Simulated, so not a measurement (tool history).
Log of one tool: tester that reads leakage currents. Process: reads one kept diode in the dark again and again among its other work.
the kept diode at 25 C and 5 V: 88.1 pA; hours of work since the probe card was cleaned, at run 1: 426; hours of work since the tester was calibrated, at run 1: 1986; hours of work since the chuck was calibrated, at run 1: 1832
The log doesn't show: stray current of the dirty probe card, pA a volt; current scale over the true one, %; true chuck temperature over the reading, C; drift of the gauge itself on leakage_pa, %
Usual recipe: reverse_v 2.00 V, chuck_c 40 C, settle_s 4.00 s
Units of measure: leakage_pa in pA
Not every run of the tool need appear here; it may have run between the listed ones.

run,hour,reverse_v,chuck_c,settle_s,hours of work since the probe card was cleaned,hours of work since the tester was calibrated,hours of work since the chuck was calibrated,leakage_pa
1,0.0,2.00,40,4.00,426,1986,1832,284.85
2,23.8,2.00,40,4.00,440,2000,1846,284.86
3,66.0,2.00,40,4.00,465,2025,1871,286.61
4,95.1,2.00,40,4.00,483,2043,1889,285.74
5,118.4,2.00,40,4.00,497,2057,1903,285.99
# hour 143.1: tester calibrated
6,143.5,2.00,40,1.21,511,0,1917,284.85
7,189.1,2.00,40,1.21,538,28,1944,286.26
8,218.7,1.91,32,1.21,556,45,1962,137.86
9,251.3,2.03,24,0.59,576,65,1982,67.27
10,278.7,2.03,24,0.59,592,82,1998,67.56
11,309.5,2.03,24,0.59,611,100,2017,67.09
12,346.2,3.90,28,3.21,633,122,2039,133.59

Hidden state or all else? Some run-to-run changes of leakage_pa, split into what the settings, what came in and random variation would give without the hidden state, and what is left for the hidden state (with any gauge scatter that isn't in both results):
Run 7 -> 8: reverse_v 2.00 -> 1.91, chuck_c 40 -> 32. leakage_pa -148.40 pA: hidden state -24.90, all else -123.50.
